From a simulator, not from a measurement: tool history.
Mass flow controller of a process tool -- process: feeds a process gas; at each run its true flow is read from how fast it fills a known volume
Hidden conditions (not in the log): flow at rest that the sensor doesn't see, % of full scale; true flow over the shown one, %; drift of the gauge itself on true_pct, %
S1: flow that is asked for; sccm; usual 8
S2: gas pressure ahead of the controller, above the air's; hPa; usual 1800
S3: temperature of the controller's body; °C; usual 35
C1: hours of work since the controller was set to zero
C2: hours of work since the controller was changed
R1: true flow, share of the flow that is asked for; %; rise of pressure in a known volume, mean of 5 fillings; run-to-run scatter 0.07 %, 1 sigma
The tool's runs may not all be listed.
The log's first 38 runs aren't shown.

| run | hour | S1 | S2 | S3 | C1 | C2 | R1 |
|---|---|---|---|---|---|---|---|
| 39 | 8702.6 | 16 | 1800 | 35 | 3094 | 12550 | 101.24 |
| 40 | 8909.0 | 16 | 1800 | 35 | 3246 | 12701 | 101.49 |
| 41 | 9038.0 | 16 | 1800 | 35 | 3340 | 12796 | 101.49 |
| 42 | 9181.8 | 3 | 2710 | 34 | 3446 | 12902 | 100.88 |
| 43 | 9450.2 | 3 | 2710 | 22 | 3643 | 13099 | 100.51 |
| 44 | 9718.5 | 13 | 1990 | 24 | 3840 | 13296 | 101.19 |
| 45 | 9999.8 | 7 | 1800 | 35 | 4047 | 13503 | 101.31 |
| 46 | 10135.4 | 7 | 1800 | 35 | 4147 | 13603 | 101.23 |
|  | 10260.5 | controller exchanged for a calibrated one |
| 47 | 10343.2 | 7 | 1800 | 35 | 61 | 61 | 101.36 |

5 options for the next run, each taken on its own from the tool as it stands now. Forecast them:
| A | 10567.7 | 12 | 1800 | 29 | 226 | 226 | ? |
| B | 10567.7 | 8 | 1800 | 35 | 226 | 226 | ? |
| C | 10567.7 | 8 | 2520 | 37 | 226 | 226 | ? |
| D | 10567.7 | 6 | 2260 | 23 | 226 | 226 | ? |
| E | 10567.7 | 18 | 1800 | 35 | 226 | 226 | ? |

| run | R1 |
|---|---|
| A | 101.67 |
| B | 101.50 |
| C | 101.91 |
| D | 101.22 |
| E | 102.29 |
With no hidden state in the tool, these same runs would have given:
| run | R1 |
|---|---|
| A | 99.49 |
| B | 99.32 |
| C | 99.72 |
| D | 99.05 |
| E | 100.09 |
